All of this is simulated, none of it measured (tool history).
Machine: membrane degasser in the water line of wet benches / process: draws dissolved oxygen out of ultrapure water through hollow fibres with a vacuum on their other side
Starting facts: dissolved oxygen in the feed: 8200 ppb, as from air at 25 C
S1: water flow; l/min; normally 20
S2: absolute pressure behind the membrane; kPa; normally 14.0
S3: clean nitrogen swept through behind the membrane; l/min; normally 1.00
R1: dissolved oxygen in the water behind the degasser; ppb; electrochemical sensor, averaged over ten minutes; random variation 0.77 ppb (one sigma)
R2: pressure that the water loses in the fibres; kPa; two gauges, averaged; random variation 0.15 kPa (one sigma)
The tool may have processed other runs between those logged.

run	hour	S1	S2	S3	R1	R2
1	0.0	20	14.0	1.00	463.9	35.03
2	49.4	20	19.7	1.00	691.1	35.14
3	85.0	20	19.7	1.00	689.9	34.97
4	111.1	20	19.7	1.00	689.4	35.05
5	149.5	20	19.7	1.00	688.7	34.96
6	186.5	20	19.7	2.74	287.7	35.13
7	217.6	20	11.4	1.00	359.6	34.86
8	264.9	20	14.0	1.00	464.2	35.08
9	315.7	20	14.0	1.00	465.5	35.05
10	338.7	20	14.0	1.00	465.5	34.98
11	381.9	20	18.9	1.00	658.7	34.92
12	424.1	17	18.9	1.00	572.2	29.88
13	450.8	20	14.0	1.00	464.8	34.87
14	500.7	18	31.1	1.00	1012.6	31.28
15	528.6	21	15.0	2.10	279.4	36.85
16	577.3	18	14.0	0.53	709.2	31.31
17	614.3	18	14.0	0.53	709.3	32.00
18	642.7	24	23.6	1.00	970.2	42.23
19	683.5	24	28.7	2.19	624.0	42.18
20	723.9	14	19.7	0.62	756.6	24.57
21	772.3	14	21.3	2.67	227.2	24.38

Alternative continuations, all from the tool just after run 21; predict every row:
A	803.4	27	14.0	2.26	?	?
B	803.4	20	15.1	0.48	?	?
C	803.4	20	14.0	1.19	?	?
D	803.4	20	14.0	1.11	?	?

run	R1	R2
A	314.0	47.47
B	909.1	35.22
C	402.5	35.04
D	426.8	35.25
With no hidden state in the tool, these same runs would have given:
run	R1	R2
A	313.9	47.47
B	909.0	35.21
C	402.4	35.03
D	426.6	35.24

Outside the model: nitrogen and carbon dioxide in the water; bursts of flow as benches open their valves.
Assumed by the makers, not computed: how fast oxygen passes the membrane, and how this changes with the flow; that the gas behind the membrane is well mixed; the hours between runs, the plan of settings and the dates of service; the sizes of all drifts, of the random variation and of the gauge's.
